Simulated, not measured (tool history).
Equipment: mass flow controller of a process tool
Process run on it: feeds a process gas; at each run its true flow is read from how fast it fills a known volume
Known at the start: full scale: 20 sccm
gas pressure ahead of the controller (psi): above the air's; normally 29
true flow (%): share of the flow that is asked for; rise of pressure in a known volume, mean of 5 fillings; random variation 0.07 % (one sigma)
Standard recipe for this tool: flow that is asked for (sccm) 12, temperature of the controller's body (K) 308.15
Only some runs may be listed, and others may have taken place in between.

run     day  flow that is asked for (sccm)  gas pressure ahead of the controller (psi)  temperature of the controller's body (K)  true flow (%)
  1       0                             12                                          29                                    308.15          98.98
  2   7.296                             12                                          29                                    308.15          98.91
  3  13.375                             12                                          29                                    298.15          99.93
  4  18.554                             12                                          29                                    298.15          99.76
  5  27.992                             12                                          29                                    298.15          99.98
  6  35.258                             12                                        20.3                                    308.15          99.03
  7   44.85                             12                                        20.3                                    308.15          99.21
  8  53.471                             12                                        33.1                                    308.15          98.63
  9   59.95                             12                                        33.1                                    308.15          98.85
 10  66.854                             12                                        28.4                                    308.15          98.95
 11  72.829                             12                                        39.9                                    295.15          99.84
 12  78.921                             12                                        39.9                                    295.15          99.82
 13   85.65                              3                                        32.8                                    300.15          99.48
 14  92.629                              5                                        28.7                                    313.15          98.24

Run 15 comes next. What will it give?
 15  100.588                             12                                        34.5                                    308.15              ?

true flow (%): 98.79
If the tool had no hidden condition, the same run with the same run-to-run variation would have returned true flow (%) 98.8.

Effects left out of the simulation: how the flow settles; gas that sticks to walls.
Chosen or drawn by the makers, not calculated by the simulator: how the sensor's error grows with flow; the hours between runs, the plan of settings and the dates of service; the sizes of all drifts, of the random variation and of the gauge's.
